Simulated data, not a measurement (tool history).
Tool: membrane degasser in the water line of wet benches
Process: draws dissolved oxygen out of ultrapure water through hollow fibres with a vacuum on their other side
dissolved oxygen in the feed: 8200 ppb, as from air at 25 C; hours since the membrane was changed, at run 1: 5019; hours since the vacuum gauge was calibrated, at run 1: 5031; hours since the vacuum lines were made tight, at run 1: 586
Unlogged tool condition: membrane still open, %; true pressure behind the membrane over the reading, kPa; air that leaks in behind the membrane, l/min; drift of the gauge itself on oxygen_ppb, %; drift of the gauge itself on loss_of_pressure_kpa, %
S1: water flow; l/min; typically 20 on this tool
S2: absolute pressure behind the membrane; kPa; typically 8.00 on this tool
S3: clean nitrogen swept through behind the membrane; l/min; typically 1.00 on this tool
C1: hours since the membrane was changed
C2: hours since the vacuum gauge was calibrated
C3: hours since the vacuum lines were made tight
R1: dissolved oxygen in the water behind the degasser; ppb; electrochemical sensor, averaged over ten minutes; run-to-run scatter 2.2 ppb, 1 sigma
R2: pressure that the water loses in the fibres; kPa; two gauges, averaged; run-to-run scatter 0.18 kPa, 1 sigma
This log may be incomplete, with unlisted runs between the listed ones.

Run 1, hour 0.0: usual settings; C1 5019; C2 5031; C3 586. Result: R1 213.5 ppb, R2 31.94 kPa.
Run 2, hour 124.7: usual settings but S3 1.25 l/min; C1 5144; C2 5156; C3 710. Result: R1 178.8 ppb, R2 31.86 kPa.
Run 3, hour 263.9: usual settings but S2 18.29 kPa, S3 1.25 l/min; C1 5283; C2 5295; C3 850. Result: R1 527.4 ppb, R2 32.09 kPa.
Run 4, hour 406.0: usual settings but S3 0.93 l/min; C1 5425; C2 5437; C3 992. Result: R1 232.9 ppb, R2 31.86 kPa.
Run 5, hour 655.9: usual settings but S3 0.93 l/min; C1 5675; C2 5687; C3 1242. Result: R1 229.3 ppb, R2 32.01 kPa.
Run 6, hour 891.2: usual settings but S3 0.93 l/min; C1 5910; C2 5923; C3 1477. Result: R1 231.1 ppb, R2 31.87 kPa.
Run 7, hour 1062.8: usual settings but S3 0.93 l/min; C1 6082; C2 6094; C3 1649. Result: R1 227.6 ppb, R2 32.10 kPa.
Run 8, hour 1194.1: usual settings; C1 6213; C2 6225; C3 1780. Result: R1 216.9 ppb, R2 32.07 kPa.
Run 9, hour 1392.8: usual settings; C1 6412; C2 6424; C3 1979. Result: R1 219.3 ppb, R2 31.94 kPa.
Run 10, hour 1550.6: usual settings; C1 6570; C2 6582; C3 2136. Result: R1 217.1 ppb, R2 32.24 kPa.
Run 11, hour 1789.8: usual settings; C1 6809; C2 6821; C3 2376. Result: R1 217.9 ppb, R2 32.37 kPa.
Run 12, hour 2041.4: usual settings but S2 5.81 kPa; C1 7061; C2 7073; C3 2627. Result: R1 119.9 ppb, R2 32.15 kPa.
Run 13, hour 2170.9: usual settings but S1 22 l/min, S2 5.81 kPa; C1 7190; C2 7202; C3 2757. Result: R1 132.8 ppb, R2 35.26 kPa.
Run 14, hour 2304.1: usual settings but S1 22 l/min, S2 5.81 kPa; C1 7323; C2 7335; C3 2890. Result: R1 131.4 ppb, R2 35.14 kPa.
Run 15, hour 2557.3: usual settings; C1 7577; C2 7589; C3 3143. Result: R1 213.5 ppb, R2 32.49 kPa.
Run 16, hour 2669.9: usual settings; C1 7689; C2 7701; C3 3256. Result: R1 214.5 ppb, R2 32.30 kPa.
Run 17, hour 2939.8: usual settings; C1 7959; C2 7971; C3 3526. Result: R1 220.8 ppb, R2 32.33 kPa.
Run 18, hour 3127.4: usual settings but S2 11.00 kPa, S3 0.72 l/min; C1 8147; C2 8159; C3 3713. Result: R1 449.6 ppb, R2 32.31 kPa.
Run 19, hour 3242.6: usual settings but S1 32 l/min, S2 17.27 kPa, S3 0.72 l/min; C1 8262; C2 8274; C3 3828. Result: R1 1099.1 ppb, R2 51.76 kPa.
Run 20, hour 3416.0: usual settings but S1 14 l/min, S2 16.14 kPa, S3 0.46 l/min; C1 8435; C2 8447; C3 4002. Result: R1 769.3 ppb, R2 22.93 kPa.
At hour 3489.6: vacuum gauge calibrated.
At hour 3535.8: seals of the vacuum lines changed.
Run 21, hour 3675.9: usual settings but S1 14 l/min, S2 16.14 kPa, S3 0.46 l/min; C1 8693; C2 184; C3 140. Result: R1 751.6 ppb, R2 22.81 kPa.
Run 22, hour 3791.7: usual settings but S1 29 l/min, S3 2.07 l/min; C1 8808; C2 300; C3 256. Result: R1 165.4 ppb, R2 47.08 kPa.
At hour 3849.9: membrane cartridge changed.
Run 23, hour 4021.7: usual settings but S1 29 l/min, S3 2.07 l/min; C1 172; C2 526; C3 482. Result: R1 167.3 ppb, R2 47.27 kPa.
Run 24, hour 4254.1: usual settings but S1 26 l/min; C1 404; C2 759; C3 714. Result: R1 269.2 ppb, R2 42.24 kPa.
Run 25, hour 4389.6: usual settings but S1 26 l/min; C1 540; C2 894; C3 850. Result: R1 277.2 ppb, R2 41.81 kPa.
At hour 4431.9: gauge calibrated.
Run 26, hour 4541.9: usual settings but S2 6.28 kPa, S3 1.04 l/min; C1 692; C2 1046; C3 1002. Result: R1 136.8 ppb, R2 31.97 kPa.
Run 27, hour 4788.2: usual settings but S2 6.28 kPa, S3 1.04 l/min; C1 938; C2 1293; C3 1248. Result: R1 136.5 ppb, R2 31.57 kPa.

What does the tool deliver on the next run?
Run 28, hour 4909.2: usual settings but S3 0.46 l/min; C1 1059; C2 1414; C3 1369. Result: R1 ?, R2 ?.

{"run 28": {"R1": 403.6, "R2": 31.7}}
Without the tool's hidden state the same run would have given R1 403.4 ppb, R2 31.60 kPa.

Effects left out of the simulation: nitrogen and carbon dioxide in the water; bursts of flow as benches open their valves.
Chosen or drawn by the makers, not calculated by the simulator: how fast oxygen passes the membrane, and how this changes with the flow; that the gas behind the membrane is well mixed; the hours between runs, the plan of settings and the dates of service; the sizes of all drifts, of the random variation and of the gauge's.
